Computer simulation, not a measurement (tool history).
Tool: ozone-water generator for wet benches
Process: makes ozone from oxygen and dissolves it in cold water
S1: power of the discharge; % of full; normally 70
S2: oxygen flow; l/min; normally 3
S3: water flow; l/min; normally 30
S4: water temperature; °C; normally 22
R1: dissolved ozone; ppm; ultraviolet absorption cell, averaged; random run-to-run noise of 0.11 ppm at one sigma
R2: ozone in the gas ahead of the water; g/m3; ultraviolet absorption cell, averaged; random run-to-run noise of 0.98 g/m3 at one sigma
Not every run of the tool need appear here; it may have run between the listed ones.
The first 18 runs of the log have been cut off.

run 19 hour=1900.2 | S1=75 S2=3 S3=30 S4=27 | R1=9.2 R2=176.3
-- hour=1968.8 contactor cleaned
run 20 hour=2002 | S1=75 S2=3 S3=30 S4=27 | R1=9.1 R2=175.3
run 21 hour=2116.2 | S1=55 S2=2.05 S3=26 S4=16 | R1=8.3 R2=173.6
run 22 hour=2241.6 | S1=55 S2=2.05 S3=26 S4=16 | R1=8.5 R2=174.4
run 23 hour=2374.3 | S1=55 S2=3.45 S3=37 S4=19 | R1=7 R2=142.4
run 24 hour=2466 | S1=55 S2=3.45 S3=37 S4=19 | R1=7.1 R2=140.7
run 25 hour=2597.2 | S1=73 S2=1.71 S3=30 S4=22 | R1=7.8 R2=222.2
run 26 hour=2661 | S1=73 S2=2.81 S3=44 S4=22 | R1=6.3 R2=180.9
run 27 hour=2772.6 | S1=73 S2=2.81 S3=44 S4=22 | R1=6.6 R2=180.6
run 28 hour=2863.2 | S1=73 S2=3.73 S3=44 S4=21 | R1=7.2 R2=161.8
run 29 hour=2931.2 | S1=51 S2=3 S3=37 S4=22 | R1=6.4 R2=143.7
run 30 hour=3023 | S1=51 S2=3 S3=37 S4=22 | R1=6.4 R2=145.6
run 31 hour=3096.6 | S1=90 S2=3 S3=30 S4=25 | R1=10.4 R2=199.8
-- hour=3109.1 gauge calibrated
run 32 hour=3213 | S1=90 S2=2.9 S3=30 S4=21 | R1=10.5 R2=197.7

Predict each of these 3 candidate next runs independently; none follows another, all start after run 32:
run A hour=3305.3 | S1=88 S2=2.9 S3=30 S4=22 | R1=? R2=?
run B hour=3305.3 | S1=79 S2=3 S3=30 S4=23 | R1=? R2=?
run C hour=3305.3 | S1=70 S2=4.83 S3=30 S4=22 | R1=? R2=?

run=A R1=10.2 R2=195.8
run=B R1=9.6 R2=181.4
run=C R1=10.7 R2=138.5
Take away the tool's hidden state, keep each run's random variation, and the runs would have read:
run=A R1=10.2 R2=195.3
run=B R1=9.6 R2=181
run=C R1=10.7 R2=138.2

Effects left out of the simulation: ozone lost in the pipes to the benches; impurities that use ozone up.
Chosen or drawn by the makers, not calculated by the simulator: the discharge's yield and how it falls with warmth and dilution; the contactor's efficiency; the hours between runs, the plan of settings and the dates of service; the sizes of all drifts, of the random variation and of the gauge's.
